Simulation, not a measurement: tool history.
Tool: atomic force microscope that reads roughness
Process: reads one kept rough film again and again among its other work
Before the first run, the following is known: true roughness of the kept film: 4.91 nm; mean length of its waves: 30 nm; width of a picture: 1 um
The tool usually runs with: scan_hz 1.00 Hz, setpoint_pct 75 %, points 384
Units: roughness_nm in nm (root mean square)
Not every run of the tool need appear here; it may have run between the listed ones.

run	hour	scan_hz	setpoint_pct	points	roughness_nm
1	0.0	1.00	75	384	3.656
2	8.6	1.00	75	384	3.655
3	27.6	1.00	75	384	3.656
4	36.4	1.00	75	384	3.661
5	50.6	1.00	75	384	3.657
# hour 69.5: new tip fitted
6	70.4	1.00	57	384	3.881
7	87.7	1.00	57	384	3.883
8	103.6	1.00	82	384	3.550
9	116.2	0.76	82	384	3.641
10	131.2	1.00	75	384	3.686
11	144.6	1.00	74	384	3.658
12	164.0	1.00	75	384	3.662
13	178.8	1.00	75	384	3.682
14	189.1	1.06	75	384	3.672
15	208.2	0.84	75	384	3.710
# hour 226.2: new tip fitted
16	228.0	0.84	75	384	3.754
17	241.3	1.00	62	384	3.837
18	259.5	2.59	75	384	3.242
19	267.9	2.59	75	384	3.238
20	280.0	1.00	75	384	3.646
21	298.1	1.00	75	290	3.670
22	317.5	1.00	75	290	3.651
23	327.9	1.00	75	384	3.689
24	341.1	1.00	75	384	3.635
25	350.1	1.00	75	384	3.671
26	369.5	1.00	75	384	3.641
# hour 383.1: new tip fitted
27	383.1	1.00	75	809	3.701
28	392.4	1.00	72	913	3.741
29	400.3	1.00	72	913	3.754
30	411.7	1.00	83	975	3.532
31	426.9	1.39	80	975	3.454
32	439.3	1.39	80	975	3.502
33	455.7	0.92	72	284	3.700
34	472.4	1.94	75	531	3.419

Run 35, settings as shown, results not yet in. Your forecast:
35	491.2	1.10	68	408	?

roughness_nm: 3.732 nm (root mean square)
If the tool had no hidden condition, the same run with the same run-to-run variation would have returned roughness_nm 3.744 nm (root mean square).
